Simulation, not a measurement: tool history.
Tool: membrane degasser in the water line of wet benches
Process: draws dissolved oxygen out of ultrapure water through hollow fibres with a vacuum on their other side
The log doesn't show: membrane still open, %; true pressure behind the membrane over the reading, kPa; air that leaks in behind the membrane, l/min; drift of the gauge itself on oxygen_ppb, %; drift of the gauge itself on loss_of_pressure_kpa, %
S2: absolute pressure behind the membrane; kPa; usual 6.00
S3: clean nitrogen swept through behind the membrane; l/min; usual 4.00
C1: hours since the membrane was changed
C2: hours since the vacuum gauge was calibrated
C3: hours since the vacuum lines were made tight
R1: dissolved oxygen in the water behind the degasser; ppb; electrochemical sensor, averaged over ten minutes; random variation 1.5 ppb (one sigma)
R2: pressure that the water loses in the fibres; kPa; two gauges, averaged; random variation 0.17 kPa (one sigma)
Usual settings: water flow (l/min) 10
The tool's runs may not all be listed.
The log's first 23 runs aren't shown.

Run 24, hour 5000.6: usual settings but S2 7.16 kPa, S3 1.78 l/min; C1 9122; C2 3688; C3 1408. Result: R1 183.9 ppb, R2 28.81 kPa.
Run 25, hour 5208.5: usual settings but water flow (l/min) 6, S2 5.88 kPa, S3 2.29 l/min; C1 9330; C2 3896; C3 1616. Result: R1 69.3 ppb, R2 17.54 kPa.
Run 26, hour 5494.2: usual settings but water flow (l/min) 7, S3 4.88 l/min; C1 9616; C2 4182; C3 1901. Result: R1 80.3 ppb, R2 20.37 kPa.
Run 27, hour 5696.1: usual settings but water flow (l/min) 14, S2 7.57 kPa, S3 8.41 l/min; C1 9818; C2 4384; C3 2103. Result: R1 248.8 ppb, R2 41.23 kPa.
Run 28, hour 5893.4: usual settings but water flow (l/min) 14, S2 7.57 kPa, S3 8.41 l/min; C1 10015; C2 4581; C3 2301. Result: R1 241.8 ppb, R2 41.05 kPa.
Run 29, hour 6199.2: usual settings but water flow (l/min) 11, S2 11.24 kPa; C1 10321; C2 4887; C3 2606. Result: R1 209.0 ppb, R2 32.22 kPa.
At hour 6294.4: vacuum gauge calibrated.
Run 30, hour 6473.6: usual settings but water flow (l/min) 7, S2 6.21 kPa, S3 6.53 l/min; C1 10595; C2 179; C3 2880. Result: R1 77.9 ppb, R2 20.62 kPa.
Run 31, hour 6618.9: usual settings but water flow (l/min) 7, S2 3.71 kPa, S3 8.44 l/min; C1 10740; C2 325; C3 3026. Result: R1 70.7 ppb, R2 20.71 kPa.
Run 32, hour 6754.0: usual settings but water flow (l/min) 7, S2 13.69 kPa, S3 3.59 l/min; C1 10875; C2 460; C3 3161. Result: R1 121.3 ppb, R2 20.58 kPa.

4 ways to go on from here, each from the tool as it stands after run 32. What would each give?
Run A, hour 7051.1: usual settings but water flow (l/min) 7, S2 9.58 kPa, S3 3.59 l/min; C1 11172; C2 757; C3 3458. Result: R1 ?, R2 ?.
Run B, hour 7051.1: usual settings but water flow (l/min) 9; C1 11172; C2 757; C3 3458. Result: R1 ?, R2 ?.
Run C, hour 7051.1: usual settings but S2 6.38 kPa, S3 7.51 l/min; C1 11172; C2 757; C3 3458. Result: R1 ?, R2 ?.
Run D, hour 7051.1: usual settings but water flow (l/min) 7, S2 4.15 kPa, S3 3.59 l/min; C1 11172; C2 757; C3 3458. Result: R1 ?, R2 ?.

run     R1     R2
  A  101.8  20.43
  B  125.8  26.23
  C  142.0  29.49
  D   74.3  20.43
Without the tool's hidden state the same runs would have given:
run     R1     R2
  A  101.4  20.41
  B  125.3  26.21
  C  141.5  29.46
  D   74.0  20.41
